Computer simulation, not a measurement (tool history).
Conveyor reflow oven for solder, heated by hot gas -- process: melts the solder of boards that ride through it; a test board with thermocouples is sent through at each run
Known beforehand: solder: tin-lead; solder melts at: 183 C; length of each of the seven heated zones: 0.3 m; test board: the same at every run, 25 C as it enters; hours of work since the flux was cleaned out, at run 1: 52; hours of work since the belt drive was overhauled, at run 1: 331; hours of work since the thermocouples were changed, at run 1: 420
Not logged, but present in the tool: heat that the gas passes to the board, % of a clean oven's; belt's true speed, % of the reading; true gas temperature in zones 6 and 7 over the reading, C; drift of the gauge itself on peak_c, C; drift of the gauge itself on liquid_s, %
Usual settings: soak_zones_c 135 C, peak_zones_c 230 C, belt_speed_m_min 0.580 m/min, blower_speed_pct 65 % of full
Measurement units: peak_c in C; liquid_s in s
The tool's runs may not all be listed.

run   hour  soak_zones_c  peak_zones_c  belt_speed_m_min  blower_speed_pct  hours of work since the flux was cleaned out  hours of work since the belt drive was overhauled  hours of work since the thermocouples were changed  peak_c  liquid_s
  1    0.0           135           230             0.580                65                                            52                                                331                                                 420   208.1      39.2
  2   22.9           135           230             0.580                65                                            67                                                345                                                 435   208.4      38.6
  3   40.8           135           232             0.580                65                                            78                                                356                                                 446   210.3      40.1
  4   66.9           131           230             0.580                65                                            95                                                373                                                 463   207.2      36.6
  5   90.9           135           230             0.580                65                                           110                                                388                                                 478   207.9      39.0
  6  115.7           135           230             0.580                65                                           126                                                404                                                 494   208.3      38.7
  7  130.4           135           230             0.580                65                                           135                                                413                                                 503   208.0      38.7
     141.7  -- thermocouples of zones 6 and 7 changed
  8  144.2           135           230             0.580                65                                           142                                                421                                                   2   210.3      39.9
  9  160.1           135           230             0.486                65                                           152                                                431                                                  12   215.7      54.7
     179.8  -- flux residue cleaned out of gas plates and filters
 10  186.0           135           230             0.580                69                                             4                                                444                                                  25   211.8      41.7
 11  202.8           143           222             0.649                54                                            15                                                455                                                  36   198.0      25.3
 12  223.2           143           222             0.649                55                                            28                                                468                                                  49   198.2      25.8
 13  245.4           135           230             0.560                54                                            42                                                482                                                  63   207.5      39.2
 14  263.2           150           230             0.528                65                                            53                                                493                                                  74   216.0      55.2
 15  285.0           150           230             0.528                65                                            67                                                507                                                  88   215.9      55.7
 16  302.3           150           230             0.528                65                                            78                                                518                                                  99   215.9      55.3
 17  313.6           148           230             0.528                65                                            85                                                525                                                 106   215.6      54.3
 18  325.7           127           242             0.580                77                                            93                                                533                                                 114   223.0      47.1
 19  339.2           141           229             0.593                77                                           101                                                541                                                 122   212.7      44.2
 20  359.0           141           229             0.593                77                                           114                                                554                                                 135   212.9      44.0

Alternative continuations, all from the tool just after run 20; predict every row:
  A  375.3           122           230             0.580                65                                           124                                                564                                                 145       ?         ?
  B  375.3           135           230             0.534                65                                           124                                                564                                                 145       ?         ?
  C  375.3           132           221             0.574                77                                           124                                                564                                                 145       ?         ?
  D  375.3           141           229             0.593                77                                           124                                                564                                                 145       ?         ?

run  peak_c  liquid_s
  A   207.3      34.5
  B   212.4      46.8
  C   205.3      36.4
  D   213.0      44.7
Without the tool's hidden state the same runs would have given:
run  peak_c  liquid_s
  A   207.0      33.6
  B   212.1      45.7
  C   205.0      35.5
  D   212.8      43.7
